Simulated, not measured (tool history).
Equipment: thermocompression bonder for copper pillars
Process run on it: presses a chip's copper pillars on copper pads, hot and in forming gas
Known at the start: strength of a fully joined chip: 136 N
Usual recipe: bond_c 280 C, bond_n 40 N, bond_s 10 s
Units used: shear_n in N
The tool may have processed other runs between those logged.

run,hour,bond_c,bond_n,bond_s,shear_n
1,0.0,280,40,10,62.4
2,51.4,280,40,10,62.0
3,118.4,280,40,9,60.2
4,214.1,280,40,9,59.1
5,310.4,274,40,10,57.7
6,351.1,280,40,10,62.1
7,401.2,297,40,10,75.9
8,490.2,280,45,10,65.0
9,531.7,280,45,10,64.0
# hour 574.1: forming gas filter changed
10,574.1,280,45,10,71.2
11,627.4,280,40,10,69.0
12,708.1,280,24,10,53.4
13,757.0,280,40,10,67.8
14,826.1,280,40,10,68.0
15,899.4,280,40,10,67.2
16,963.2,280,40,10,69.0
17,1051.2,283,40,10,69.3
18,1126.5,283,40,10,68.7
19,1209.3,283,40,10,68.0
# hour 1255.4: heater calibrated with a thermocouple chip
20,1303.0,280,40,10,55.0
21,1371.0,288,28,6,43.1
# hour 1381.2: force cell calibrated
22,1464.4,289,40,10,62.6
23,1503.5,264,37,8,38.7
# hour 1516.8: forming gas filter changed
24,1582.5,259,40,10,44.2
# hour 1592.8: force cell calibrated, once more
25,1676.4,280,40,12,63.7
26,1765.3,255,30,15,39.8
27,1846.1,268,40,7,43.3
28,1931.6,304,26,7,59.2
29,1983.7,304,26,7,59.2
30,2030.6,304,26,9,64.2
31,2084.3,302,33,9,69.8
32,2152.6,280,31,9,49.7
33,2206.3,280,39,7,50.6
34,2250.3,287,59,17,87.8
35,2322.3,287,59,17,87.1
36,2406.3,280,28,19,62.9
# hour 2459.3: forming gas filter changed
37,2499.7,280,28,19,69.6
38,2551.1,273,46,9,58.3
39,2646.6,305,40,5,68.9

Pick out some run-to-run changes in shear_n. Of each, how much would a tool without hidden state show as well, from the settings, what came in and chance, and how much is left for the hidden state and any gauge scatter not in both results compared?
The hidden state here: true temperature of the bond over the reading, C; force that reaches the chip, % of what is set; oxide that the forming gas leaves, % of the face; drift of the gauge itself on shear_n, %.
Run 9 -> 10: forming gas filter changed. shear_n +7.2 N: hidden state +6.6, all else +0.6.
Run 19 -> 20: bond_c 283 -> 280, heater calibrated with a thermocouple chip. shear_n -13.0 N: hidden state -10.7, all else -2.3.
Run 25 -> 26: bond_c 280 -> 255, bond_n 40 -> 30, bond_s 12 -> 15. shear_n -23.9 N: hidden state +0.0, all else -23.9.
Run 33 -> 34: bond_c 280 -> 287, bond_n 39 -> 59, bond_s 7 -> 17. shear_n +37.2 N: hidden state -2.1, all else +39.3.
Run 35 -> 36: bond_c 287 -> 280, bond_n 59 -> 28, bond_s 17 -> 19. shear_n -24.2 N: hidden state +1.7, all else -25.9.
Run 36 -> 37: forming gas filter changed. shear_n +6.7 N: hidden state +6.2, all else +0.5.
